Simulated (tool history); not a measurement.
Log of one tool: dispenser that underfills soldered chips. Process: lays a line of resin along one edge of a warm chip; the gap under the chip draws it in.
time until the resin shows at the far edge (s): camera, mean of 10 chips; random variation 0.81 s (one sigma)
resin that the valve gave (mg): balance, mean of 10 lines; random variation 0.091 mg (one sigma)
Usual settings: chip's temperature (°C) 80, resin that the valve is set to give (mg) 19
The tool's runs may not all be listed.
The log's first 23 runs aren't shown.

run,hour,chip's temperature (°C),resin that the valve is set to give (mg),hours of work since the syringe was changed,hours of work since the valve was cleaned,hours of work since the stage was calibrated,time until the resin shows at the far edge (s),resin that the valve gave (mg)
24,110.3,79,20.9,6,14,226,90.1,20.44
# hour 114.5: new syringe of resin
25,116.3,68,20.9,1,18,230,135.1,20.73
26,121.7,68,23.4,5,22,234,149,22.99
27,125.7,95,19,8,25,237,54.2,18.72
# hour 127: new syringe of resin
28,130.6,81,17.6,3,28,240,77.9,17.18
29,136.9,81,17.6,7,33,245,90.5,17.14
# hour 139.3: new syringe of resin
30,142.4,81,17.6,2,36,248,80.3,17.13
31,147.9,81,17.6,6,40,252,90.5,17.01
32,151,75,23.7,8,42,255,123.8,22.98
# hour 151.8: new syringe of resin
33,155.8,75,23.7,3,46,258,96.2,22.85
34,161.6,82,17,7,50,262,86,16.21
# hour 164: new syringe of resin
35,165.8,87,16.2,1,53,265,57.8,15.5
36,169.4,87,16.2,4,55,267,62.8,15.41

Forecast each of these 4 alternatives for the next run:
A,174.6,88,19,8,59,271,?,?
B,174.6,77,21.6,8,59,271,?,?
C,174.6,80,19.2,8,59,271,?,?
D,174.6,65,16.2,8,59,271,?,?

run,time until the resin shows at the far edge (s),resin that the valve gave (mg)
A,68.8,18.14
B,108.4,20.61
C,96,18.25
D,195.8,15.4
Without the tool's hidden state the same runs would have given:
run,time until the resin shows at the far edge (s),resin that the valve gave (mg)
A,54.2,19.03
B,85.8,21.63
C,75.6,19.15
D,153.6,16.16
